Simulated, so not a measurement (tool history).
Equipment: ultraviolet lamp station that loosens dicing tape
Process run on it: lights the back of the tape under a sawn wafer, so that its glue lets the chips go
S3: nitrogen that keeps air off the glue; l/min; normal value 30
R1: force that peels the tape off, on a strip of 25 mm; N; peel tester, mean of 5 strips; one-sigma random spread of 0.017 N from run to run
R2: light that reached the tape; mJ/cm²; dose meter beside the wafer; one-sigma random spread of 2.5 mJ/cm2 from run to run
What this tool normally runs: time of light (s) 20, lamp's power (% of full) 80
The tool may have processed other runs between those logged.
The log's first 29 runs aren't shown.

run 30 hour=611.8 | time_of_light_(s)=11 lamp's_power_(%_of_full)=69 S3=10 | R1=3.173 R2=133
run 31 hour=639.0 | time_of_light_(s)=14 lamp's_power_(%_of_full)=97 S3=20 | R1=1.516 R2=245
run 32 hour=653.5 | time_of_light_(s)=14 lamp's_power_(%_of_full)=65 S3=20 | R1=2.443 R2=162
run 33 hour=680.8 | time_of_light_(s)=24 lamp's_power_(%_of_full)=66 S3=48 | R1=0.890 R2=277
run 34 hour=701.0 | time_of_light_(s)=24 lamp's_power_(%_of_full)=66 S3=48 | R1=0.886 R2=275
run 35 hour=727.6 | time_of_light_(s)=24 lamp's_power_(%_of_full)=66 S3=22 | R1=1.163 R2=277
run 36 hour=757.1 | time_of_light_(s)=20 lamp's_power_(%_of_full)=72 S3=11 | R1=1.684 R2=252
run 37 hour=785.6 | time_of_light_(s)=17 lamp's_power_(%_of_full)=90 S3=30 | R1=1.142 R2=264
run 38 hour=806.2 | time_of_light_(s)=16 lamp's_power_(%_of_full)=66 S3=23 | R1=1.962 R2=186
run 39 hour=825.9 | time_of_light_(s)=20 lamp's_power_(%_of_full)=85 S3=20 | R1=1.102 R2=292
run 40 hour=841.3 | time_of_light_(s)=20 lamp's_power_(%_of_full)=85 S3=20 | R1=1.133 R2=293
run 41 hour=854.4 | time_of_light_(s)=24 lamp's_power_(%_of_full)=70 S3=11 | R1=1.486 R2=288
run 42 hour=877.8 | time_of_light_(s)=38 lamp's_power_(%_of_full)=79 S3=15 | R1=0.446 R2=512
run 43 hour=892.5 | time_of_light_(s)=38 lamp's_power_(%_of_full)=81 S3=15 | R1=0.410 R2=522

3 ways to go on from here, each from the tool as it stands after run 43. What would each give?
run A hour=920.0 | time_of_light_(s)=32 lamp's_power_(%_of_full)=81 S3=15 | R1=? R2=?
run B hour=920.0 | time_of_light_(s)=38 lamp's_power_(%_of_full)=85 S3=11 | R1=? R2=?
run C hour=920.0 | time_of_light_(s)=37 lamp's_power_(%_of_full)=81 S3=22 | R1=? R2=?

run=A R1=0.619 R2=439
run=B R1=0.477 R2=548
run=C R1=0.372 R2=502
Without the tool's unlogged condition, the same runs would have read:
run=A R1=0.455 R2=512
run=B R1=0.351 R2=639
run=C R1=0.277 R2=586
